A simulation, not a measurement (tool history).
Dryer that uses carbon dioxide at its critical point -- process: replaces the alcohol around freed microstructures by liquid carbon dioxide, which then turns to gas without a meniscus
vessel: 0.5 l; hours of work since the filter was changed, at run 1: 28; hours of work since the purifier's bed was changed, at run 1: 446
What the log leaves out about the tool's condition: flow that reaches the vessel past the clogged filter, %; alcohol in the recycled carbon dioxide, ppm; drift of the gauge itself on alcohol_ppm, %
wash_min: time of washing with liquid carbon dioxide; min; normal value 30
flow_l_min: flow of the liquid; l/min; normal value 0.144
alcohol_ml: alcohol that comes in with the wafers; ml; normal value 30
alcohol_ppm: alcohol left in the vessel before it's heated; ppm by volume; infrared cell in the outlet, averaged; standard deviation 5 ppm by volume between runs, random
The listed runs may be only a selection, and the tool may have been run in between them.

run,hour,wash_min,flow_l_min,alcohol_ml,hours of work since the filter was changed,hours of work since the purifier's bed was changed,alcohol_ppm
1,0.0,30,0.144,30,28,446,105
2,22.4,30,0.144,30,42,461,109
3,43.2,36,0.144,30,56,474,88
4,62.9,26,0.144,30,69,487,172
5,84.8,38,0.144,30,84,502,96
6,96.4,38,0.144,30,91,509,91
7,111.1,38,0.144,30,101,519,106
8,122.1,30,0.144,30,108,526,121
9,132.6,30,0.144,30,115,533,125
10,145.3,30,0.144,50,124,542,146
11,167.7,30,0.144,108,139,557,220
12,182.0,30,0.144,108,148,566,221
13,193.1,30,0.144,108,155,573,221
14,206.4,41,0.138,26,164,582,87
15,220.8,30,0.144,61,174,592,174
16,237.9,18,0.095,50,185,603,5449
17,259.7,30,0.146,30,199,618,131
18,284.7,19,0.122,26,216,634,1142
19,305.2,41,0.213,110,230,648,111
20,319.9,30,0.144,49,239,657,174
21,336.8,30,0.230,30,250,669,116
22,355.4,31,0.146,42,263,681,152
23,372.7,25,0.144,29,274,692,261
24,396.7,24,0.143,40,290,708,373

The same runs without the tool's hidden state, with the same run-to-run variation:
run,alcohol_ppm
1,25
2,30
3,8
4,79
5,12
6,6
7,18
8,28
9,29
10,38
11,97
12,93
13,94
14,0
15,55
16,4564
17,19
18,808
19,5
20,41
21,5
22,25
23,97
24,161
